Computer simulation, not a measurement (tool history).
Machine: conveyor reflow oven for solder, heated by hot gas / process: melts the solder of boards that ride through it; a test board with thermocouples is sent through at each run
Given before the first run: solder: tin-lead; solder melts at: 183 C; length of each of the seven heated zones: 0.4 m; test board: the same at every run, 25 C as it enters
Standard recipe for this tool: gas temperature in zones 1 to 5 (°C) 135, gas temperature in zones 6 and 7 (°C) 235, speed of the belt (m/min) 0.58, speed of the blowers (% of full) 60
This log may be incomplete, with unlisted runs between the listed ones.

run,hour,gas temperature in zones 1 to 5 (°C),gas temperature in zones 6 and 7 (°C),speed of the belt (m/min),speed of the blowers (% of full),highest temperature of the board (°C),time above the solder's melting point (s)
1,0,135,235,0.58,60,211.9,54.9
2,80.9,139,235,0.58,60,212.5,56.9
# hour 132.3: flux residue cleaned out of gas plates and filters
3,165.7,135,235,0.58,60,213.7,57.1
4,235.6,135,230,0.58,60,209.5,52.8
5,281.5,135,230,0.58,60,209.5,52.8
6,346.1,135,235,0.58,60,213.5,56.8
7,406.4,135,235,0.58,60,213.4,56.6
8,474.9,135,232,0.58,60,210.8,54.1
9,544.2,135,232,0.58,60,210.8,53.9
# hour 553.1: belt drive overhauled, speed set with a stopwatch
# hour 619.8: flux residue cleaned out of gas plates and filters
10,642.7,127,237,0.581,62,215.3,56.7
11,720.7,127,237,0.581,62,215.3,56.5
12,786.3,127,237,0.581,62,215.1,56.3
# hour 841.9: belt drive overhauled, speed set with a stopwatch, once more
13,861.5,148,237,0.658,62,214.3,54.1
14,939.4,128,235,0.481,60,218.8,72
15,1023,128,235,0.481,71,221.7,75.4
# hour 1102.1: flux residue cleaned out of gas plates and filters
16,1104.1,125,232,0.584,84,217.3,57.5
17,1173.8,142,235,0.471,80,227,87.7
18,1211.3,135,225,0.656,60,201.9,36.6

Here are 4 independent what-if runs from the current tool condition. What would each one return?
A,1282.5,135,225,0.656,54,?,?
B,1282.5,135,225,0.584,60,?,?
C,1282.5,126,235,0.58,60,?,?
D,1282.5,135,240,0.58,60,?,?

run,highest temperature of the board (°C),time above the solder's melting point (s)
A,198.9,32.8
B,206.1,47.9
C,212.2,52.1
D,218.3,60.4
The same runs, with their run-to-run variation unchanged, on a tool lacking any hidden condition would have given:
run,highest temperature of the board (°C),time above the solder's melting point (s)
A,198.4,32.2
B,205.4,47.2
C,211.6,51.6
D,217.6,60

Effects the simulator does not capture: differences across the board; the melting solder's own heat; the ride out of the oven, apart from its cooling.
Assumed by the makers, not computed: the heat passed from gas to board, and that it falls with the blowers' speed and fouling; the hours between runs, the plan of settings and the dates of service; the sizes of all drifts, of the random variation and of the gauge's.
